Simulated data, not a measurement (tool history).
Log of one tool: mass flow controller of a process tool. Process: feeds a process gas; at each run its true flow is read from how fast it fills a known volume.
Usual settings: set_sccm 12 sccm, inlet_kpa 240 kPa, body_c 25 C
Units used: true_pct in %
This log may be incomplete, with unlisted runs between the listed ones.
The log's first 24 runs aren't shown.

run,hour,set_sccm,inlet_kpa,body_c,hours of work since the controller was set to zero,hours of work since the controller was changed,true_pct
25,6425.4,12,163,28,4769,4769,96.91
26,6631.3,12,192,38,4899,4899,97.89
27,6916.1,4,240,30,5079,5079,93.02
28,7209.8,14,207,35,5266,5266,98.17
29,7389,3,191,20,5379,5379,89.51
30,7756.3,13,240,30,5612,5612,97.4
31,8092.9,3,205,24,5825,5825,89.39
32,8297.8,3,205,24,5955,5955,89.21
33,8456.7,3,210,24,6056,6056,89.07
34,8637.1,14,224,25,6170,6170,96.9
35,8848,20,240,25,6304,6304,98.42
# hour 9097.2: controller's zero set anew
36,9103.5,20,240,25,4,6465,99.56
37,9370.3,20,240,25,173,6634,99.41
38,9743.5,4,144,31,410,6871,96.6
39,9914.2,4,144,31,518,6979,96.42
40,10205.3,12,199,25,702,7164,97.81
41,10461.2,4,228,26,864,7326,96.29
42,10725.4,3,184,36,1032,7493,96.17
43,10998.2,3,184,36,1205,7666,95.92
44,11209.5,3,184,36,1339,7800,95.72
45,11420.8,4,240,33,1472,7934,96.2
46,11617.4,12,216,25,1597,8058,97.57
47,11990,18,240,32,1833,8294,99.39
48,12156.4,18,141,31,1939,8400,98.44

3 ways to go on from here, each from the tool as it stands after run 48. What would each give?
A,12386.3,18,143,23,2084,8546,?
B,12386.3,3,158,25,2084,8546,?
C,12386.3,10,141,32,2084,8546,?

run,true_pct
A,97.66
B,93.49
C,96.94
With the hidden condition removed and each run's random variation left untouched, the same runs would have given:
run,true_pct
A,99.07
B,97.2
C,98.72
